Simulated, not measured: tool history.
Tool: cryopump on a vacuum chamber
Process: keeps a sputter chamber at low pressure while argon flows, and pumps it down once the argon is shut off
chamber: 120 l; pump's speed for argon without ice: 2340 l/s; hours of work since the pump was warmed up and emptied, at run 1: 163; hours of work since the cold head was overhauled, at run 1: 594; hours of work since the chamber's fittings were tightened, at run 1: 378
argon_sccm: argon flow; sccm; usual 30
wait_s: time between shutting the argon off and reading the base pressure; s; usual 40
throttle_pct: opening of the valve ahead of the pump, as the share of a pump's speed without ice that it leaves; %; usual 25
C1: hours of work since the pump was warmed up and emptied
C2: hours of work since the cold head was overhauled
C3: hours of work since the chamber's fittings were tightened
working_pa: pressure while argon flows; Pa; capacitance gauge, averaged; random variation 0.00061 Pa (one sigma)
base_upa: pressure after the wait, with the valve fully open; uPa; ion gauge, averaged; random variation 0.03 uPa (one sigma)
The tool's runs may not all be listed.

run 1 hour=0 | argon_sccm=30 wait_s=40 throttle_pct=25 | C1=163 C2=594 C3=378 | working_pa=0.0886 base_upa=1.65
run 2 hour=8.2 | argon_sccm=30 wait_s=161 throttle_pct=25 | C1=171 C2=601 C3=385 | working_pa=0.0899 base_upa=0.55
run 3 hour=17.6 | argon_sccm=30 wait_s=161 throttle_pct=25 | C1=179 C2=609 C3=393 | working_pa=0.0904 base_upa=0.57
run 4 hour=35 | argon_sccm=30 wait_s=161 throttle_pct=25 | C1=194 C2=625 C3=408 | working_pa=0.0898 base_upa=0.59
run 5 hour=43.3 | argon_sccm=46 wait_s=40 throttle_pct=25 | C1=201 C2=632 C3=415 | working_pa=0.1386 base_upa=1.67
run 6 hour=57.5 | argon_sccm=46 wait_s=40 throttle_pct=25 | C1=214 C2=644 C3=428 | working_pa=0.139 base_upa=1.57
run 7 hour=68.1 | argon_sccm=30 wait_s=40 throttle_pct=42 | C1=223 C2=653 C3=437 | working_pa=0.0554 base_upa=1.62
run 8 hour=81.2 | argon_sccm=40 wait_s=40 throttle_pct=42 | C1=234 C2=665 C3=448 | working_pa=0.0747 base_upa=1.63
run 9 hour=88.7 | argon_sccm=30 wait_s=40 throttle_pct=19 | C1=241 C2=671 C3=455 | working_pa=0.1197 base_upa=1.68
run 10 hour=96.3 | argon_sccm=30 wait_s=40 throttle_pct=19 | C1=247 C2=678 C3=462 | working_pa=0.1191 base_upa=1.68

Measured less the same run without the tool's hidden state. The same run-to-run variation is in both; the gauge's scatter may not be:
The hidden state here: pump's speed, % of a pump's without ice; cold plate's temperature, K; leak into the chamber, uPa l/s; drift of the gauge itself on working_pa, %; drift of the gauge itself on base_upa, %.
run=1 working_pa=+0.0029 base_upa=+0.11
run=2 working_pa=+0.003 base_upa=+0.12
run=3 working_pa=+0.0032 base_upa=+0.12
run=4 working_pa=+0.0036 base_upa=+0.13
run=5 working_pa=+0.0056 base_upa=+0.13
run=6 working_pa=+0.006 base_upa=+0.13
run=7 working_pa=+0.0041 base_upa=+0.14
run=8 working_pa=+0.0059 base_upa=+0.14
run=9 working_pa=+0.0045 base_upa=+0.15
run=10 working_pa=+0.0047 base_upa=+0.15
